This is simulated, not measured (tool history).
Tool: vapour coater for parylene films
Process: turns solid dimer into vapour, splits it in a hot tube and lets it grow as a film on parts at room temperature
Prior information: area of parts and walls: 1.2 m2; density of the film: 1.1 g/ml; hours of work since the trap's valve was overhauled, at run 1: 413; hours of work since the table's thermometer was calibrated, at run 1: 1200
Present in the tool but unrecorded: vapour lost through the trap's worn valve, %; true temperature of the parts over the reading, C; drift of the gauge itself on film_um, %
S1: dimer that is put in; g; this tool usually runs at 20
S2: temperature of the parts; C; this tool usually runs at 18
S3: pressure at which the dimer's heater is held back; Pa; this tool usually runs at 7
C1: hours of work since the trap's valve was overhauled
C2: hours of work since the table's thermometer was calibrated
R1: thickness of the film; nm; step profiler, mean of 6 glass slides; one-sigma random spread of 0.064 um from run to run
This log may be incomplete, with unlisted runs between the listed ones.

run 1 day=0 | S1=20 S2=18 S3=7 | C1=413 C2=1200 | R1=7630
run 2 day=0.833 | S1=20 S2=19 S3=7 | C1=431 C2=1218 | R1=7120
run 3 day=2.338 | S1=20 S2=19 S3=7 | C1=463 C2=1250 | R1=7270
run 4 day=3.183 | S1=25 S2=18 S3=7 | C1=482 C2=1269 | R1=9470
run 5 day=4.838 | S1=25 S2=18 S3=7 | C1=517 C2=1304 | R1=9470
run 6 day=5.717 | S1=25 S2=18 S3=7 | C1=536 C2=1323 | R1=9390
run 7 day=6.462 | S1=25 S2=18 S3=7 | C1=552 C2=1339 | R1=9320
run 8 day=7.646 | S1=25 S2=18 S3=7 | C1=578 C2=1365 | R1=9200
run 9 day=8.896 | S1=20 S2=14 S3=7 | C1=605 C2=1392 | R1=8970
run 10 day=9.867 | S1=20 S2=14 S3=7 | C1=626 C2=1413 | R1=8890
run 11 day=11.192 | S1=20 S2=18 S3=7 | C1=654 C2=1441 | R1=7460
run 12 day=13.004 | S1=20 S2=18 S3=7 | C1=694 C2=1480 | R1=7430
-- day=13.392 trap's valve overhauled
run 13 day=14.671 | S1=20 S2=18 S3=7 | C1=28 C2=1513 | R1=7780
run 14 day=15.812 | S1=13 S2=18 S3=7 | C1=52 C2=1537 | R1=5000
run 15 day=17.188 | S1=11 S2=18 S3=7 | C1=82 C2=1567 | R1=4250
run 16 day=18.45 | S1=11 S2=18 S3=7 | C1=109 C2=1594 | R1=4240
run 17 day=19.208 | S1=11 S2=18 S3=7 | C1=126 C2=1611 | R1=4220
run 18 day=20.004 | S1=11 S2=18 S3=7 | C1=143 C2=1628 | R1=4210
run 19 day=21.712 | S1=20 S2=18 S3=7 | C1=180 C2=1665 | R1=7720
run 20 day=23.267 | S1=20 S2=18 S3=7 | C1=213 C2=1698 | R1=7600
run 21 day=24.938 | S1=20 S2=30 S3=7 | C1=249 C2=1734 | R1=4760
run 22 day=26.121 | S1=20 S2=18 S3=5.58 | C1=275 C2=1760 | R1=8130
run 23 day=27.862 | S1=32 S2=18 S3=6.93 | C1=312 C2=1798 | R1=12410
run 24 day=29.442 | S1=32 S2=18 S3=6.93 | C1=346 C2=1832 | R1=12380
run 25 day=30.462 | S1=32 S2=11 S3=9.74 | C1=368 C2=1854 | R1=15100
run 26 day=31.479 | S1=32 S2=25 S3=9.74 | C1=390 C2=1876 | R1=8720
run 27 day=32.929 | S1=12 S2=19 S3=7 | C1=422 C2=1907 | R1=4420
run 28 day=34.508 | S1=26 S2=19 S3=7 | C1=456 C2=1941 | R1=9520
run 29 day=35.912 | S1=26 S2=19 S3=7 | C1=486 C2=1971 | R1=9470
run 30 day=37.696 | S1=28 S2=20 S3=7 | C1=525 C2=2010 | R1=9820
run 31 day=39.371 | S1=28 S2=20 S3=7 | C1=561 C2=2046 | R1=9910
run 32 day=41.121 | S1=19 S2=19 S3=7 | C1=598 C2=2084 | R1=6910
-- day=41.729 table's thermometer calibrated
run 33 day=42.025 | S1=8 S2=17 S3=7 | C1=617 C2=6 | R1=2990
run 34 day=43.825 | S1=11 S2=18 S3=7 | C1=656 C2=45 | R1=3960
run 35 day=44.767 | S1=11 S2=17 S3=2.2 | C1=676 C2=66 | R1=5170
-- day=46.025 trap's valve overhauled
run 36 day=46.025 | S1=11 S2=17 S3=2.2 | C1=0 C2=89 | R1=5370
run 37 day=47.617 | S1=20 S2=13 S3=7 | C1=34 C2=123 | R1=9370

Below, each run's measurement less what the same run would have read without the hidden state. Both values contain the same run-to-run variation, but the gauge's scatter may not be the same in both:
run=1 R1=-60
run=2 R1=-60
run=3 R1=-70
run=4 R1=-100
run=5 R1=-110
run=6 R1=-130
run=7 R1=-130
run=8 R1=-140
run=9 R1=-150
run=10 R1=-160
run=11 R1=-140
run=12 R1=-160
run=13 R1=+190
run=14 R1=+120
run=15 R1=+100
run=16 R1=+90
run=17 R1=+80
run=18 R1=+90
run=19 R1=+140
run=20 R1=+130
run=21 R1=+70
run=22 R1=+120
run=23 R1=+160
run=24 R1=+140
run=25 R1=+150
run=26 R1=+80
run=27 R1=+30
run=28 R1=+60
run=29 R1=+40
run=30 R1=+30
run=31 R1=+20
run=32 R1=+0
run=33 R1=-140
run=34 R1=-200
run=35 R1=-260
run=36 R1=-30
run=37 R1=-50
